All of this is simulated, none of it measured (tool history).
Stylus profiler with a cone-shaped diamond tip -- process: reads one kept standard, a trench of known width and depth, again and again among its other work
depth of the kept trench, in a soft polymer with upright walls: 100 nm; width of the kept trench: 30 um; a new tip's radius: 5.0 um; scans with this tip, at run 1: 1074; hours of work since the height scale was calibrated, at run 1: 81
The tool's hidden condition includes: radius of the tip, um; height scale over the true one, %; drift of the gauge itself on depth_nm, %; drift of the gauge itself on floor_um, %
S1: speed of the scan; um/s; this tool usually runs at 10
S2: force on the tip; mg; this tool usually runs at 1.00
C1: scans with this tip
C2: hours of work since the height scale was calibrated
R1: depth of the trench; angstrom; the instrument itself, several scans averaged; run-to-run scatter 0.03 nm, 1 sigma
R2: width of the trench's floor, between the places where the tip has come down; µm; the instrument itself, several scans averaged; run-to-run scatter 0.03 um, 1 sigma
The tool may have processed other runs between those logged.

run	day	S1	S2	C1	C2	R1	R2
1	0.000	10	1.00	1074	81	1005.3	27.92
2	0.696	10	0.46	1189	90	1003.2	27.92
3	1.404	10	0.46	1307	99	1003.0	27.88
4	2.092	18	1.00	1421	108	1005.0	27.85
5	2.854	18	1.00	1548	117	1004.3	27.83
6	3.321	10	1.00	1625	123	1005.0	27.84
7	3.754	10	1.00	1697	129	1005.2	27.89
8	4.446	10	1.00	1812	137	1005.6	27.90
9	5.129	17	1.00	1925	146	1005.3	27.82
10	5.754	17	1.00	2029	154	1005.7	27.86
11	6.525	3	1.00	2158	163	1005.5	27.98
12	7.117	10	1.00	2256	171	1005.1	27.82
13	7.583	10	1.00	2334	177	1005.8	27.88
14	7.904	10	1.00	2387	181	1005.3	27.81
15	8.517	10	1.00	2488	188	1005.6	27.82
16	9.033	10	1.00	2574	195	1005.8	27.88
17	9.538	10	1.00	2658	201	1006.2	27.87
18	9.867	10	0.56	2713	205	1003.9	27.84
19	10.204	10	0.56	2768	210	1003.7	27.80
20	10.817	10	0.56	2871	217	1004.2	27.81
21	11.312	10	1.00	2953	224	1005.1	27.84
22	11.658	5	1.00	3010	228	1005.5	27.88
23	11.979	5	1.00	3063	232	1005.4	27.88
24	12.625	10	1.00	3171	240	1005.9	27.80
25	12.988	12	0.49	3231	245	1003.6	27.81
26	13.700	12	0.61	3349	254	1004.1	27.71
27	14.033	12	0.61	3405	258	1004.1	27.77
28	14.483	10	0.44	3479	263	1003.3	27.78
29	15.138	3	0.88	3588	272	1006.2	27.81
30	15.483	3	0.88	3646	276	1005.1	27.86
31	15.950	3	2.52	3723	282	1009.5	27.85
32	16.571	5	0.45	3826	290	1004.1	27.86
33	17.012	19	0.62	3900	295	1004.5	27.69
34	17.550	26	1.70	3989	302	1007.9	27.71
35	17.954	2	1.28	4056	307	1006.8	27.88
36	18.642	2	1.28	4170	316	1006.9	27.83
37	19.104	8	0.88	4247	321	1005.5	27.81
38	19.462	8	0.88	4306	326	1005.6	27.78

Estimate the outcome of run 39 from the log above:
39	20.088	3	2.70	4411	334	?	?

{"run 39": {"R1": 1010.2, "R2": 27.82}}
Had the tool carried no hidden state, the very same run would have given R1 1009.2 angstrom, R2 27.99 µm.
